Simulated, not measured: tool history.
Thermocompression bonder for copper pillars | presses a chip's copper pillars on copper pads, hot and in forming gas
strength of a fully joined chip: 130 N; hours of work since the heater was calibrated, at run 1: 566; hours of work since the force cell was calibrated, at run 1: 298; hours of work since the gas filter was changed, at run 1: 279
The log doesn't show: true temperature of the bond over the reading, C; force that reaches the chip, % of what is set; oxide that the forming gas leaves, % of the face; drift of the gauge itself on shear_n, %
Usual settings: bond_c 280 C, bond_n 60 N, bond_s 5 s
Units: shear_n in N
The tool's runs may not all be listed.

run	hour	bond_c	bond_n	bond_s	hours of work since the heater was calibrated	hours of work since the force cell was calibrated	hours of work since the gas filter was changed	shear_n
1	0	280	60	5	566	298	279	66.8
2	18.6	280	60	5	575	307	288	66.2
3	38.9	280	60	5	585	316	297	65.9
4	56.5	280	60	5	593	325	306	65.2
5	72.6	280	60	9	601	332	313	78.6
6	92.5	280	60	9	610	342	323	79.5
# hour 104.8: forming gas filter changed
7	105.3	280	60	9	616	348	0	84.8
8	116.5	280	60	5	622	353	6	70.8
9	130.8	280	60	4	628	360	12	65.4
10	152.7	280	60	4	639	370	23	65.3
11	161.9	280	60	3	643	375	27	59.2
12	171.5	285	60	3	648	379	32	62.8
13	185.1	280	40	5	654	386	38	52.4
14	207.3	280	40	5	665	396	49	51.8
15	218.3	280	40	5	670	402	54	52.4
16	230.7	280	60	6	676	408	60	75.2
17	246.2	280	60	6	684	415	68	74.4
18	267.3	297	89	5	694	425	78	102.9
19	281.5	283	72	5	700	432	84	81.7
20	296.2	283	60	5	707	439	91	73
21	308.9	283	60	5	713	445	97	72.1
22	317.8	272	59	5	718	449	102	62.4
23	336.6	280	57	11	727	458	111	85.7
24	357.2	280	80	11	737	468	121	100.9
25	373.8	291	84	9	744	476	128	105.8
26	393	290	75	6	754	485	138	93.4
27	404.3	290	75	6	759	491	143	92.8
28	418.5	290	75	11	766	497	150	104.9
29	432.1	290	75	11	772	504	156	104.1
30	446.2	290	75	11	779	511	163	104.6

Some steps in shear_n between neighbouring runs. How much of each would the tool show without its hidden state too (settings, what came in, random variation), and how much is left for the hidden state, with any gauge scatter that isn't in both results?
Run 6 -> 7: forming gas filter changed. shear_n +5.3 N: hidden state +6, all else -0.7.
Run 15 -> 16: bond_n 40 -> 60, bond_s 5 -> 6. shear_n +22.8 N: hidden state +0.2, all else +22.6.
Run 17 -> 18: bond_c 280 -> 297, bond_n 60 -> 89, bond_s 6 -> 5. shear_n +28.5 N: hidden state -1.2, all else +29.7.
Run 22 -> 23: bond_c 272 -> 280, bond_n 59 -> 57, bond_s 5 -> 11. shear_n +23.3 N: hidden state -0.4, all else +23.7.
Run 27 -> 28: bond_s 6 -> 11. shear_n +12.1 N: hidden state -1, all else +13.1.
